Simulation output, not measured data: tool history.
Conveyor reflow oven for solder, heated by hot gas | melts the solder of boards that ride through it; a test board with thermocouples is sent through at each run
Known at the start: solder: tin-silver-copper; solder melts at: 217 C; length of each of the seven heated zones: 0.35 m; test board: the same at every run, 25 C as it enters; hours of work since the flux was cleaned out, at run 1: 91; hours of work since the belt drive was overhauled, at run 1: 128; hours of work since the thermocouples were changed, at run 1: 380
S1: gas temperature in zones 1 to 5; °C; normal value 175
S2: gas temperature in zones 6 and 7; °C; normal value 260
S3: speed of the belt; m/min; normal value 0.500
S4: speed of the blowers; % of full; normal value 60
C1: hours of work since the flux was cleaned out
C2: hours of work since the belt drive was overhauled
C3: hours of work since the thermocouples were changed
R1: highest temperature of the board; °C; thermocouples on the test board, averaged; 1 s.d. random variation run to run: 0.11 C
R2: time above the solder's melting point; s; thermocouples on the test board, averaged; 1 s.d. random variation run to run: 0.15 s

run 1 hour=0.0 | S1=175 S2=260 S3=0.500 S4=60 | C1=91 C2=128 C3=380 | R1=245.3 R2=57.4
run 2 hour=12.7 | S1=175 S2=263 S3=0.500 S4=60 | C1=99 C2=136 C3=388 | R1=247.8 R2=59.5
run 3 hour=26.2 | S1=175 S2=263 S3=0.500 S4=60 | C1=108 C2=145 C3=397 | R1=247.6 R2=59.4
run 4 hour=40.5 | S1=175 S2=273 S3=0.500 S4=60 | C1=117 C2=154 C3=406 | R1=256.6 R2=66.1
run 5 hour=54.0 | S1=161 S2=260 S3=0.500 S4=60 | C1=126 C2=163 C3=415 | R1=242.7 R2=49.0
run 6 hour=69.7 | S1=161 S2=260 S3=0.500 S4=89 | C1=136 C2=173 C3=425 | R1=248.2 R2=56.8
run 7 hour=79.9 | S1=180 S2=260 S3=0.562 S4=88 | C1=143 C2=180 C3=432 | R1=247.6 R2=55.1
run 8 hour=99.4 | S1=173 S2=262 S3=0.429 S4=63 | C1=156 C2=192 C3=444 | R1=251.2 R2=73.7
run 9 hour=110.2 | S1=175 S2=253 S3=0.500 S4=54 | C1=163 C2=199 C3=451 | R1=237.9 R2=48.5
run 10 hour=132.4 | S1=164 S2=257 S3=0.555 S4=87 | C1=177 C2=214 C3=466 | R1=242.5 R2=46.1
run 11 hour=145.0 | S1=164 S2=257 S3=0.555 S4=87 | C1=185 C2=222 C3=474 | R1=242.7 R2=46.2

3 ways to go on from here, each from the tool as it stands after run 11. What would each give?
-- hour=170.7 flux residue cleaned out of gas plates and filters
run A hour=173.8 | S1=180 S2=263 S3=0.555 S4=66 | C1=2 C2=237 C3=489 | R1=? R2=?
-- hour=170.7 flux residue cleaned out of gas plates and filters
run B hour=173.8 | S1=164 S2=257 S3=0.443 S4=87 | C1=2 C2=237 C3=489 | R1=? R2=?
-- hour=170.7 flux residue cleaned out of gas plates and filters
run C hour=173.8 | S1=180 S2=257 S3=0.555 S4=54 | C1=2 C2=237 C3=489 | R1=? R2=?

run=A R1=246.8 R2=54.2
run=B R1=248.4 R2=67.0
run=C R1=239.2 R2=45.9
Had the tool no hidden state, the same runs would have come out as:
run=A R1=246.8 R2=54.2
run=B R1=248.4 R2=66.9
run=C R1=239.2 R2=45.8
